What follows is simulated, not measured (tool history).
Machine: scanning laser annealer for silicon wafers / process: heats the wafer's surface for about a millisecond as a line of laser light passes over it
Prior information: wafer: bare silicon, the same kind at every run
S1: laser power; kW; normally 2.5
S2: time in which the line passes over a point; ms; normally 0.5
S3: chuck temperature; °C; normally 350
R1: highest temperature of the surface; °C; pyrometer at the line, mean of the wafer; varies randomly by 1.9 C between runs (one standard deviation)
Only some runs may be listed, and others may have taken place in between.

run	hour	S1	S2	S3	R1
1	0	2.5	0.5	350	1119
2	48	2.5	0.5	350	1117
3	95.6	2.5	0.5	350	1113
4	154.4	2.5	0.5	350	1110
5	204.6	2.5	0.5	350	1107
6	248.8	2.5	0.5	350	1102
7	276.6	2.5	0.5	350	1103
8	313.3	2.5	0.358	350	987
# hour 355.9: optics aligned, line set to its width
9	374.8	2.5	0.358	350	991
10	431.3	2.5	0.358	350	989
11	473.7	2.529	0.464	369	1106
12	528.5	2.5	0.379	350	1003
# hour 534: laser's power meter calibrated
13	571.1	2.5	0.473	311	1038
14	599.5	2.5	0.473	311	1036
15	647.6	2.5	0.473	311	1037
# hour 683.8: laser's power meter calibrated, once more
16	687.2	2.231	0.394	311	899
17	735.8	2.73	0.471	362	1144
# hour 743.3: window over the wafer cleaned
18	787.4	2.73	0.471	362	1175

What if the next run were any one of these 5? Each begins from the tool's condition after run 18:
A	828.6	2.268	0.471	362	?
B	828.6	2.5	0.5	389	?
C	828.6	2.5	0.355	333	?
D	828.6	2.641	0.401	366	?
E	828.6	2.671	0.481	333	?

run	R1
A	1043
B	1159
C	982
D	1095
E	1139
With no hidden state in the tool, these same runs would have given:
run	R1
A	1050
B	1168
C	989
D	1104
E	1148
